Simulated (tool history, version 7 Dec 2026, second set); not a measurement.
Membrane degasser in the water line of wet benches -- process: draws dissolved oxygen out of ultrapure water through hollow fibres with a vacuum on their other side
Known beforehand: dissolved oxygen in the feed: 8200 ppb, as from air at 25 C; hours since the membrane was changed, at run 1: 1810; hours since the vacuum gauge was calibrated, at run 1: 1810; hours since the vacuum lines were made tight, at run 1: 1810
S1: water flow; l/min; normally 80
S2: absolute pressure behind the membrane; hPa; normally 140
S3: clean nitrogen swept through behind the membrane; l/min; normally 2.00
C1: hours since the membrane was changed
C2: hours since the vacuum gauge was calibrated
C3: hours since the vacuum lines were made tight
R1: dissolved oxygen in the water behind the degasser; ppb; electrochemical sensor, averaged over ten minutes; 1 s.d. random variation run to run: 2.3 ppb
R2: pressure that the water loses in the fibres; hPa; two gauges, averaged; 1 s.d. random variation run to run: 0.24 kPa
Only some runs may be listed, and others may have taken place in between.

run,hour,S1,S2,S3,C1,C2,C3,R1,R2
1,0.0,80,140,2.00,1810,1810,1810,838.1,651.1
2,298.4,80,140,2.00,2109,2109,2109,838.8,650.6
3,616.7,80,140,2.00,2427,2427,2427,839.7,655.3
4,775.3,80,140,2.00,2586,2586,2586,844.2,657.8
5,1076.3,74,140,2.00,2887,2887,2887,794.2,607.0
6,1422.4,80,140,2.00,3233,3233,3233,846.4,658.5
7,1686.2,80,140,2.00,3497,3497,3497,851.7,664.1
# hour 1988.5: vacuum gauge calibrated
8,2030.4,80,140,2.00,3840,42,3840,829.4,667.5
9,2202.7,80,168,2.00,4013,214,4013,1012.5,661.6
10,2390.6,80,140,4.12,4201,402,4201,480.4,668.1
11,2584.6,80,140,4.12,4394,596,4394,482.9,669.3
12,2901.3,80,140,4.12,4711,913,4711,485.6,672.2
13,3088.8,80,140,2.00,4899,1100,4899,836.8,672.6
14,3278.6,80,291,2.00,5089,1290,5089,1736.1,676.8
15,3457.4,80,291,2.00,5267,1469,5267,1750.4,680.9
16,3610.5,80,91,2.00,5420,1622,5420,498.0,681.1
17,3869.2,80,91,2.00,5679,1881,5679,502.1,681.6
18,4148.8,49,268,2.77,5959,2160,5959,875.1,419.5
# hour 4438.1: seals of the vacuum lines changed
19,4505.6,86,259,2.77,6313,2515,67,1337.8,736.5
20,4768.7,74,259,2.77,6577,2778,331,1183.9,638.2
21,5098.8,79,140,2.00,6907,3108,661,843.3,683.0
22,5376.9,79,140,2.00,7185,3386,939,851.8,686.7
23,5718.3,87,164,1.70,7526,3728,1280,1213.3,762.0
# hour 5800.6: vacuum gauge calibrated
24,5900.5,87,164,1.70,7708,100,1462,1189.7,767.5
25,6109.4,84,319,3.24,7917,309,1671,1415.6,738.7
26,6451.8,84,319,3.24,8259,651,2013,1417.8,740.3
27,6664.4,68,140,3.76,8472,864,2226,458.5,601.1
28,7001.7,68,140,3.76,8809,1201,2563,459.4,604.0
29,7212.9,68,140,3.76,9020,1412,2774,461.3,604.6
30,7433.8,68,140,3.76,9241,1633,2995,466.5,608.3
31,7691.2,92,348,0.96,9499,1891,3253,3360.4,827.0
# hour 7736.5: membrane cartridge changed
32,7891.3,61,135,3.11,155,2087,3449,453.2,483.1
33,8213.4,80,183,2.00,477,2409,3771,1122.0,638.1

Forecast each of these 3 alternatives for the next run:
A,8405.7,80,99,2.00,669,2601,3963,?,?
B,8405.7,69,100,3.95,669,2601,3963,?,?
C,8405.7,62,183,2.00,669,2601,3963,?,?

run,R1,R2
A,558.1,643.5
B,293.3,550.9
C,924.4,492.0
Stripped of hidden state, with their random variation kept, the same runs would have yielded:
run,R1,R2
A,536.1,638.0
B,281.2,546.2
C,907.5,487.9

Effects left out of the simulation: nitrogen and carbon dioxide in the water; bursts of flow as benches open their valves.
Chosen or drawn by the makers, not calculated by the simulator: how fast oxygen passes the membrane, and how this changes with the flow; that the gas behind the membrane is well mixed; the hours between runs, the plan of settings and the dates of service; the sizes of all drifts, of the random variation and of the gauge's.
